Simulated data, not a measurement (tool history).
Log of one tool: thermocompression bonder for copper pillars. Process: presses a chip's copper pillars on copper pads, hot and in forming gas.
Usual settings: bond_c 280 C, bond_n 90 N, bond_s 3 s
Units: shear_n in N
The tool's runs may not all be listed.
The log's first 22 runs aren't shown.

run   hour  bond_c  bond_n  bond_s  hours of work since the heater was calibrated  hours of work since the force cell was calibrated  hours of work since the gas filter was changed  shear_n
 23  445.9     280      73       8                                            547                                                687                                             286     85.4
 24  470.2     301     120       6                                            564                                                705                                             303      118
 25  487.9     301     120       6                                            577                                                717                                             316    118.1
 26  511.2     278      80       6                                            593                                                734                                             332     79.6
 27  532.1     257      99       2                                            608                                                748                                             347     49.8
 28  552.9     257      99       2                                            623                                                763                                             362     51.1
     558.9  -- forming gas filter changed
 29    576     257      92       2                                            639                                                779                                              12     52.2
 30    592     257      92       2                                            650                                                791                                              23     51.2
 31  612.1     257      92       2                                            665                                                805                                              38     51.6
 32  633.1     257      91       3                                            680                                                820                                              53     59.2
 33  661.7     257      91       3                                            700                                                840                                              73     58.5
 34  675.4     257      91       3                                            710                                                850                                              83     56.4
 35  696.8     280      58       2                                            725                                                865                                              98     42.6
 36  714.9     280      58       2                                            738                                                878                                             111     43.1
 37  744.1     280      58       2                                            758                                                899                                             131     41.7
 38  759.2     280      90       3                                            769                                                909                                             142     75.2
 39  788.3     280      90       3                                            790                                                930                                             163     74.4

4 ways to go on from here, each from the tool as it stands after run 39. What would each give?
  A  813.8     293      90       4                                            808                                                948                                             181        ?
  B  813.8     280      90       6                                            808                                                948                                             181        ?
  C  813.8     309      90       7                                            808                                                948                                             181        ?
  D  813.8     277     103       2                                            808                                                948                                             181        ?

run  shear_n
  A     89.6
  B     91.5
  C      115
  D     72.1
Without the tool's hidden state the same runs would have given:
run  shear_n
  A    104.9
  B    107.7
  C    128.4
  D     87.3

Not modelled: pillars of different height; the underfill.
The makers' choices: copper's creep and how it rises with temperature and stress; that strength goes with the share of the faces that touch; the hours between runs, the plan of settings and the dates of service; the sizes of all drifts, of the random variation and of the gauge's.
